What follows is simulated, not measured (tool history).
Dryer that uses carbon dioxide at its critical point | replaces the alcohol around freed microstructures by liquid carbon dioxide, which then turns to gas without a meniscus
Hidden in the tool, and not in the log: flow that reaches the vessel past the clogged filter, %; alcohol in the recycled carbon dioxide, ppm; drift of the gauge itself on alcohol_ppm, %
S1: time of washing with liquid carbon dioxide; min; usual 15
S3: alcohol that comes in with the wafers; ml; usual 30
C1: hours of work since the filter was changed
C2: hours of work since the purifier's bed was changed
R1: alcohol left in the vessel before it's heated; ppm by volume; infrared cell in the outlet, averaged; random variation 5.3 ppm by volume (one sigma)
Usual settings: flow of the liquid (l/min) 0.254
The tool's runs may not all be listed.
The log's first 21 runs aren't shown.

run 22 day=29.029 | S1=18 flow_of_the_liquid_(l/min)=0.254 S3=30 | C1=106 C2=393 | R1=62
run 23 day=30.638 | S1=15 flow_of_the_liquid_(l/min)=0.254 S3=55 | C1=128 C2=414 | R1=240
run 24 day=32.592 | S1=15 flow_of_the_liquid_(l/min)=0.167 S3=55 | C1=154 C2=440 | R1=1936
run 25 day=34.346 | S1=15 flow_of_the_liquid_(l/min)=0.167 S3=55 | C1=177 C2=463 | R1=1968
run 26 day=35.396 | S1=15 flow_of_the_liquid_(l/min)=0.167 S3=55 | C1=191 C2=477 | R1=2012
run 27 day=37.512 | S1=15 flow_of_the_liquid_(l/min)=0.167 S3=55 | C1=219 C2=505 | R1=1967
run 28 day=38.442 | S1=15 flow_of_the_liquid_(l/min)=0.342 S3=99 | C1=231 C2=517 | R1=90
run 29 day=39.646 | S1=15 flow_of_the_liquid_(l/min)=0.342 S3=99 | C1=247 C2=533 | R1=87
run 30 day=41.592 | S1=14 flow_of_the_liquid_(l/min)=0.308 S3=30 | C1=273 C2=559 | R1=102
-- day=43.158 purifier's bed changed
run 31 day=43.462 | S1=18 flow_of_the_liquid_(l/min)=0.291 S3=55 | C1=296 C2=4 | R1=34
run 32 day=45.608 | S1=18 flow_of_the_liquid_(l/min)=0.291 S3=55 | C1=325 C2=32 | R1=27
run 33 day=47.329 | S1=12 flow_of_the_liquid_(l/min)=0.353 S3=33 | C1=347 C2=55 | R1=81
run 34 day=48.275 | S1=15 flow_of_the_liquid_(l/min)=0.254 S3=51 | C1=360 C2=68 | R1=264
run 35 day=49.554 | S1=15 flow_of_the_liquid_(l/min)=0.172 S3=23 | C1=377 C2=85 | R1=822
run 36 day=51.183 | S1=11 flow_of_the_liquid_(l/min)=0.172 S3=34 | C1=399 C2=106 | R1=3553
run 37 day=52.275 | S1=20 flow_of_the_liquid_(l/min)=0.28 S3=32 | C1=413 C2=121 | R1=29
run 38 day=53.925 | S1=20 flow_of_the_liquid_(l/min)=0.192 S3=45 | C1=435 C2=143 | R1=251
run 39 day=55.767 | S1=15 flow_of_the_liquid_(l/min)=0.411 S3=68 | C1=459 C2=167 | R1=24
run 40 day=57.508 | S1=15 flow_of_the_liquid_(l/min)=0.411 S3=68 | C1=482 C2=190 | R1=23
-- day=58.562 inlet filter changed
run 41 day=58.821 | S1=15 flow_of_the_liquid_(l/min)=0.22 S3=30 | C1=3 C2=207 | R1=265
run 42 day=60.504 | S1=11 flow_of_the_liquid_(l/min)=0.341 S3=81 | C1=26 C2=229 | R1=358
run 43 day=62.542 | S1=11 flow_of_the_liquid_(l/min)=0.341 S3=81 | C1=53 C2=256 | R1=353
run 44 day=64.233 | S1=11 flow_of_the_liquid_(l/min)=0.254 S3=35 | C1=75 C2=279 | R1=762
run 45 day=66.129 | S1=22 flow_of_the_liquid_(l/min)=0.254 S3=30 | C1=100 C2=304 | R1=34

Forecast each of these 5 alternatives for the next run:
run A day=67.692 | S1=23 flow_of_the_liquid_(l/min)=0.254 S3=30 | C1=121 C2=325 | R1=?
run B day=67.692 | S1=19 flow_of_the_liquid_(l/min)=0.254 S3=30 | C1=121 C2=325 | R1=?
run C day=67.692 | S1=15 flow_of_the_liquid_(l/min)=0.192 S3=30 | C1=121 C2=325 | R1=?
run D day=67.692 | S1=15 flow_of_the_liquid_(l/min)=0.254 S3=20 | C1=121 C2=325 | R1=?
run E day=67.692 | S1=22 flow_of_the_liquid_(l/min)=0.254 S3=85 | C1=121 C2=325 | R1=?

run=A R1=26
run=B R1=44
run=C R1=568
run=D R1=117
run=E R1=42
Without the tool's hidden state the same runs would have given:
run=A R1=6
run=B R1=20
run=C R1=486
run=D R1=85
run=E R1=18
